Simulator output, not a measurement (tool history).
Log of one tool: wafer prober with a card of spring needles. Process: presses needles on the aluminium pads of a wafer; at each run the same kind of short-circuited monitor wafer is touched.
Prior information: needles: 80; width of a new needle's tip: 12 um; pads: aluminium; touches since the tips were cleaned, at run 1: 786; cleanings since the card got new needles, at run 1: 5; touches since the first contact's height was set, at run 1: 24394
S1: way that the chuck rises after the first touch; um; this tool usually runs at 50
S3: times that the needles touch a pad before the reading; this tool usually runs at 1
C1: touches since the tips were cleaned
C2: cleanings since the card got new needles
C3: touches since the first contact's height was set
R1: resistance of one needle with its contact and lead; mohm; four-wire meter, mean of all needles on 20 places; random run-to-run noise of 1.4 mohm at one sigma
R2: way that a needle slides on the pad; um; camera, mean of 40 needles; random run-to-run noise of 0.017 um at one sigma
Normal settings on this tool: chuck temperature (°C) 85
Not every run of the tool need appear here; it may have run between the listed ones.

{"run": 1, "hour": 0.0, "S1": 50, "chuck temperature (°C)": 85, "S3": 1, "C1": 786, "C2": 5, "C3": 24394, "R1": 118, "R2": 8.35}
{"hour": 6.9, "done": "tips cleaned on abrasive film"}
{"hour": 16.6, "done": "tips cleaned on abrasive film"}
{"run": 2, "hour": 21.0, "S1": 50, "chuck temperature (°C)": 85, "S3": 1, "C1": 2038, "C2": 7, "C3": 34027, "R1": 119, "R2": 8.37}
{"hour": 26.7, "done": "tips cleaned on abrasive film"}
{"hour": 36.5, "done": "tips cleaned on abrasive film"}
{"run": 3, "hour": 37.0, "S1": 51, "chuck temperature (°C)": 85, "S3": 1, "C1": 241, "C2": 9, "C3": 41394, "R1": 120, "R2": 8.5}
{"hour": 45.7, "done": "tips cleaned on abrasive film"}
{"hour": 54.7, "done": "tips cleaned on abrasive film"}
{"run": 4, "hour": 55.4, "S1": 50, "chuck temperature (°C)": 40, "S3": 1, "C1": 358, "C2": 11, "C3": 49834, "R1": 112, "R2": 8.34}
{"hour": 63.4, "done": "tips cleaned on abrasive film"}
{"run": 5, "hour": 66.4, "S1": 50, "chuck temperature (°C)": 40, "S3": 1, "C1": 1381, "C2": 12, "C3": 54875, "R1": 114, "R2": 8.29}
{"hour": 72.3, "done": "tips cleaned on abrasive film"}
{"run": 6, "hour": 76.8, "S1": 50, "chuck temperature (°C)": 40, "S3": 1, "C1": 2066, "C2": 13, "C3": 59627, "R1": 113, "R2": 8.32}
{"hour": 81.1, "done": "tips cleaned on abrasive film"}
{"run": 7, "hour": 86.8, "S1": 50, "chuck temperature (°C)": 40, "S3": 1, "C1": 2622, "C2": 14, "C3": 64236, "R1": 113, "R2": 8.29}
{"hour": 90.5, "done": "tips cleaned on abrasive film"}
{"run": 8, "hour": 95.9, "S1": 50, "chuck temperature (°C)": 85, "S3": 2, "C1": 2499, "C2": 15, "C3": 68422, "R1": 118, "R2": 8.32}
{"hour": 100.1, "done": "tips cleaned on abrasive film"}
{"hour": 110.1, "done": "tips cleaned on abrasive film"}
{"run": 9, "hour": 113.1, "S1": 42, "chuck temperature (°C)": 85, "S3": 1, "C1": 1433, "C2": 17, "C3": 76326, "R1": 124, "R2": 7.0}
{"hour": 119.1, "done": "tips cleaned on abrasive film"}
{"hour": 127.0, "done": "height of the first contact set anew"}
{"hour": 128.0, "done": "tips cleaned on abrasive film"}
{"run": 10, "hour": 128.6, "S1": 34, "chuck temperature (°C)": 85, "S3": 1, "C1": 260, "C2": 19, "C3": 660, "R1": 126, "R2": 5.65}
{"hour": 137.4, "done": "tips cleaned on abrasive film"}
{"hour": 146.2, "done": "tips cleaned on abrasive film"}
{"run": 11, "hour": 149.3, "S1": 34, "chuck temperature (°C)": 85, "S3": 1, "C1": 1426, "C2": 21, "C3": 10179, "R1": 125, "R2": 5.63}
{"hour": 155.1, "done": "tips cleaned on abrasive film"}
{"hour": 164.0, "done": "tips cleaned on abrasive film"}
{"run": 12, "hour": 166.1, "S1": 50, "chuck temperature (°C)": 85, "S3": 1, "C1": 956, "C2": 23, "C3": 17870, "R1": 119, "R2": 8.27}
{"hour": 173.5, "done": "tips cleaned on abrasive film"}
{"run": 13, "hour": 181.1, "S1": 50, "chuck temperature (°C)": 85, "S3": 1, "C1": 3518, "C2": 24, "C3": 24794, "R1": 120, "R2": 8.26}
{"hour": 182.9, "done": "tips cleaned on abrasive film"}
{"hour": 192.1, "done": "tips cleaned on abrasive film"}
{"hour": 201.2, "done": "tips cleaned on abrasive film"}
{"run": 14, "hour": 201.5, "S1": 50, "chuck temperature (°C)": 85, "S3": 1, "C1": 112, "C2": 27, "C3": 34105, "R1": 117, "R2": 8.27}
{"hour": 210.0, "done": "tips cleaned on abrasive film"}
{"run": 15, "hour": 211.4, "S1": 50, "chuck temperature (°C)": 85, "S3": 1, "C1": 674, "C2": 28, "C3": 38677, "R1": 118, "R2": 8.26}
{"hour": 219.0, "done": "tips cleaned on abrasive film"}
{"run": 16, "hour": 221.7, "S1": 50, "chuck temperature (°C)": 85, "S3": 1, "C1": 1272, "C2": 29, "C3": 43411, "R1": 119, "R2": 8.24}
{"hour": 227.8, "done": "tips cleaned on abrasive film"}
{"hour": 236.4, "done": "tips cleaned on abrasive film"}
{"run": 17, "hour": 240.3, "S1": 50, "chuck temperature (°C)": 85, "S3": 1, "C1": 1836, "C2": 31, "C3": 51947, "R1": 120, "R2": 8.25}
{"hour": 246.5, "done": "tips cleaned on abrasive film"}
{"run": 18, "hour": 253.0, "S1": 50, "chuck temperature (°C)": 85, "S3": 1, "C1": 3020, "C2": 32, "C3": 57792, "R1": 119, "R2": 8.26}
{"hour": 255.2, "done": "tips cleaned on abrasive film"}
{"hour": 264.5, "done": "tips cleaned on abrasive film"}
{"run": 19, "hour": 265.5, "S1": 31, "chuck temperature (°C)": 36, "S3": 2, "C1": 457, "C2": 34, "C3": 63464, "R1": 120, "R2": 5.11}
{"hour": 273.3, "done": "tips cleaned on abrasive film"}
{"hour": 282.1, "done": "tips cleaned on abrasive film"}
{"run": 20, "hour": 282.1, "S1": 50, "chuck temperature (°C)": 48, "S3": 1, "C1": 0, "C2": 36, "C3": 71091, "R1": 115, "R2": 8.2}
{"hour": 291.1, "done": "tips cleaned on abrasive film"}
{"hour": 300.6, "done": "tips cleaned on abrasive film"}
{"run": 21, "hour": 301.4, "S1": 50, "chuck temperature (°C)": 48, "S3": 1, "C1": 356, "C2": 38, "C3": 79958, "R1": 110, "R2": 8.21}
{"hour": 306.3, "done": "height of the first contact set anew"}
{"hour": 310.0, "done": "tips cleaned on abrasive film"}
{"run": 22, "hour": 312.5, "S1": 49, "chuck temperature (°C)": 58, "S3": 1, "C1": 1188, "C2": 39, "C3": 2859, "R1": 113, "R2": 8.06}
{"hour": 318.6, "done": "tips cleaned on abrasive film"}
{"run": 23, "hour": 321.0, "S1": 49, "chuck temperature (°C)": 96, "S3": 1, "C1": 1139, "C2": 40, "C3": 6758, "R1": 122, "R2": 8.03}
{"hour": 328.1, "done": "tips cleaned on abrasive film"}
{"run": 24, "hour": 336.0, "S1": 50, "chuck temperature (°C)": 91, "S3": 1, "C1": 3630, "C2": 41, "C3": 13626, "R1": 120, "R2": 8.2}
{"hour": 337.0, "done": "tips cleaned on abrasive film"}
{"hour": 346.8, "done": "tips cleaned on abrasive film"}
{"run": 25, "hour": 350.5, "S1": 50, "chuck temperature (°C)": 101, "S3": 1, "C1": 1688, "C2": 43, "C3": 20260, "R1": 122, "R2": 8.2}
{"hour": 356.5, "done": "tips cleaned on abrasive film"}
{"run": 26, "hour": 360.3, "S1": 64, "chuck temperature (°C)": 31, "S3": 1, "C1": 1751, "C2": 44, "C3": 24773, "R1": 108, "R2": 10.48}
{"hour": 365.3, "done": "tips cleaned on abrasive film"}
{"hour": 374.3, "done": "tips cleaned on abrasive film"}
{"run": 27, "hour": 377.1, "S1": 65, "chuck temperature (°C)": 99, "S3": 2, "C1": 1297, "C2": 46, "C3": 32494, "R1": 117, "R2": 10.67}
{"hour": 383.3, "done": "tips cleaned on abrasive film"}
{"hour": 391.9, "done": "tips cleaned on abrasive film"}
{"run": 28, "hour": 396.3, "S1": 39, "chuck temperature (°C)": 85, "S3": 1, "C1": 2039, "C2": 48, "C3": 41291, "R1": 122, "R2": 6.41}
{"hour": 400.7, "done": "tips cleaned on abrasive film"}
{"hour": 403.6, "done": "gauge calibrated"}
{"hour": 410.8, "done": "tips cleaned on abrasive film"}
{"run": 29, "hour": 411.4, "S1": 39, "chuck temperature (°C)": 85, "S3": 1, "C1": 278, "C2": 50, "C3": 48206, "R1": 123, "R2": 6.49}
{"hour": 420.1, "done": "tips cleaned on abrasive film"}
{"run": 30, "hour": 425.6, "S1": 50, "chuck temperature (°C)": 64, "S3": 1, "C1": 2514, "C2": 51, "C3": 54731, "R1": 116, "R2": 8.35}
{"hour": 429.0, "done": "tips cleaned on abrasive film"}
{"hour": 438.8, "done": "tips cleaned on abrasive film"}
{"run": 31, "hour": 440.6, "S1": 50, "chuck temperature (°C)": 64, "S3": 1, "C1": 850, "C2": 53, "C3": 61612, "R1": 116, "R2": 8.32}

How would selected steps in R2 from run to run divide? Give the signed amount a tool lacking its hidden state would still show from settings, what came in and random variation, and the signed amount left for the hidden state, including any gauge scatter that is not in both of the compared results.
Hidden state present: debris on the tips, nm; way that the needles fall short of the set height, um; tips' diameter, um; drift of the gauge itself on contact_mohm, %; drift of the gauge itself on scrub_um, %.
Run 18 -> 19: S1 50 -> 31, chuck temperature (°C) 85 -> 36, S3 1 -> 2, tips cleaned on abrasive film, tips cleaned on abrasive film. R2 -3.15 um: hidden state +0.04, all else -3.19.
Run 19 -> 20: S1 31 -> 50, chuck temperature (°C) 36 -> 48, S3 2 -> 1, tips cleaned on abrasive film, tips cleaned on abrasive film. R2 +3.09 um: hidden state -0.05, all else +3.14.
Run 27 -> 28: S1 65 -> 39, chuck temperature (°C) 99 -> 85, S3 2 -> 1, tips cleaned on abrasive film, tips cleaned on abrasive film. R2 -4.26 um: hidden state +0.08, all else -4.34.
Run 28 -> 29: tips cleaned on abrasive film, gauge calibrated, tips cleaned on abrasive film. R2 +0.08 um: hidden state +0.12, all else -0.04.

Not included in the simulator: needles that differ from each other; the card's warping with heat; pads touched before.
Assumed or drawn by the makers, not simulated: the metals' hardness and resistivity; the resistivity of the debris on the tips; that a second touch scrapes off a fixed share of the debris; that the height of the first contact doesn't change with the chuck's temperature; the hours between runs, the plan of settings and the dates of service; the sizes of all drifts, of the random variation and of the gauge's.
